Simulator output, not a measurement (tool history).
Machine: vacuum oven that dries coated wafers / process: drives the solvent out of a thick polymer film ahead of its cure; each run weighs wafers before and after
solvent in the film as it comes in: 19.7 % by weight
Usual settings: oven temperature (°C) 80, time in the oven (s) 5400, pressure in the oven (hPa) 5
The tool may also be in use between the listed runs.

Run 1, day 0: usual settings. Result: solvent left in the film (%) 2.15.
Run 2, day 0.488: usual settings. Result: solvent left in the film (%) 2.14.
Run 3, day 1.3: usual settings. Result: solvent left in the film (%) 2.2.
Run 4, day 2.092: usual settings. Result: solvent left in the film (%) 2.19.
Run 5, day 2.883: usual settings. Result: solvent left in the film (%) 2.26.
Run 6, day 3.338: usual settings. Result: solvent left in the film (%) 2.16.
Run 7, day 4.179: usual settings. Result: solvent left in the film (%) 2.21.
Run 8, day 5.196: usual settings. Result: solvent left in the film (%) 2.28.
Run 9, day 5.688: usual settings. Result: solvent left in the film (%) 2.23.
Run 10, day 6.554: usual settings but oven temperature (°C) 77, pressure in the oven (hPa) 2.86. Result: solvent left in the film (%) 2.82.
Run 11, day 7.288: usual settings but pressure in the oven (hPa) 7.78. Result: solvent left in the film (%) 2.36.
Run 12, day 8.021: usual settings but oven temperature (°C) 92, pressure in the oven (hPa) 8.49. Result: solvent left in the film (%) 0.59.
Run 13, day 8.692: usual settings but oven temperature (°C) 68, time in the oven (s) 8100, pressure in the oven (hPa) 8.41. Result: solvent left in the film (%) 4.16.
Run 14, day 9.192: usual settings but oven temperature (°C) 92, time in the oven (s) 6240, pressure in the oven (hPa) 4.38. Result: solvent left in the film (%) 0.32.
Run 15, day 10.142: usual settings but oven temperature (°C) 93, time in the oven (s) 6240, pressure in the oven (hPa) 4.38. Result: solvent left in the film (%) 0.25.
Run 16, day 10.633: usual settings but oven temperature (°C) 72, time in the oven (s) 5880, pressure in the oven (hPa) 11.46. Result: solvent left in the film (%) 4.46.
Run 17, day 11.146: usual settings but oven temperature (°C) 72, pressure in the oven (hPa) 3.6. Result: solvent left in the film (%) 4.48.

Forecast each of these 3 alternatives for the next run:
Run A, day 11.933: usual settings but oven temperature (°C) 71, time in the oven (s) 9180. Result: solvent left in the film (%) ?.
Run B, day 11.933: usual settings but pressure in the oven (hPa) 2.88. Result: solvent left in the film (%) ?.
Run C, day 11.933: usual settings but oven temperature (°C) 65, pressure in the oven (hPa) 3.6. Result: solvent left in the film (%) ?.

run  solvent left in the film (%)
  A                          2.28
  B                           2.1
  C                          6.78
With the hidden condition removed and each run's random variation left untouched, the same runs would have given:
run  solvent left in the film (%)
  A                          2.04
  B                          1.89
  C                          6.46

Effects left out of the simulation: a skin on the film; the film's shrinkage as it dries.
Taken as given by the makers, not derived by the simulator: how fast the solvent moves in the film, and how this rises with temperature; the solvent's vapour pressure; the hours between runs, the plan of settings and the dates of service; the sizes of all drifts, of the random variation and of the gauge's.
